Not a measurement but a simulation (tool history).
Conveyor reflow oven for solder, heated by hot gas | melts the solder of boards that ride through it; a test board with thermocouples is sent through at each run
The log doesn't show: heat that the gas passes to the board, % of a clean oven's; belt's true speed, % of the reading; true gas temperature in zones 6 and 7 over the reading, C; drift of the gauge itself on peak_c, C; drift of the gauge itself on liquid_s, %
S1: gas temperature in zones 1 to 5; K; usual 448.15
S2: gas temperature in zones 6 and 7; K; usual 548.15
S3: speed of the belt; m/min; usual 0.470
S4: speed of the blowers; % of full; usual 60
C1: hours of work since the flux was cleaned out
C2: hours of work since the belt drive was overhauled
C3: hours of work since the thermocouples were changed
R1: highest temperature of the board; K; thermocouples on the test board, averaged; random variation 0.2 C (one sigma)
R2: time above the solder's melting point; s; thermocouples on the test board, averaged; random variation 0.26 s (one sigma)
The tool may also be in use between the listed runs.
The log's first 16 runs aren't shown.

run	hour	S1	S2	S3	S4	C1	C2	C3	R1	R2
17	810.4	448.15	562.15	0.470	60	125	295	171	538.75	75.8
18	858.4	448.15	562.15	0.470	60	153	322	198	538.35	76.3
# hour 883.9: flux residue cleaned out of gas plates and filters
19	906.4	448.15	562.15	0.470	60	13	347	223	539.45	76.8
20	948.2	455.15	548.15	0.470	58	37	371	247	528.45	72.6
21	1010.9	453.15	546.15	0.546	60	73	406	283	520.85	53.3
22	1057.1	443.15	555.15	0.546	60	99	433	309	525.05	53.7
23	1094.2	448.15	548.15	0.536	74	120	454	330	525.95	58.0
24	1164.8	459.15	548.15	0.470	65	161	494	371	531.15	76.7
# hour 1174.9: flux residue cleaned out of gas plates and filters
25	1214.7	448.15	545.15	0.542	60	23	520	397	519.65	51.4
26	1271.0	448.15	545.15	0.555	58	55	552	429	517.95	47.8
27	1333.6	448.15	545.15	0.555	58	91	588	465	517.95	47.7
28	1393.3	448.15	555.15	0.520	52	125	622	499	526.75	59.8
# hour 1468.1: flux residue cleaned out of gas plates and filters
29	1474.0	441.15	544.15	0.536	57	3	666	542	517.25	46.9
30	1531.8	441.15	544.15	0.536	57	36	699	575	517.05	46.6

3 ways to go on from here, each from the tool as it stands after run 30. What would each give?
A	1598.0	448.15	548.15	0.523	60	74	737	613	?	?
B	1598.0	441.15	544.15	0.454	57	74	737	613	?	?
C	1598.0	448.15	561.15	0.470	60	74	737	613	?	?

run	R1	R2
A	524.25	57.8
B	523.65	65.3
C	539.45	78.2
Without the tool's hidden state the same runs would have given:
run	R1	R2
A	522.45	55.4
B	521.85	62.5
C	537.55	75.7
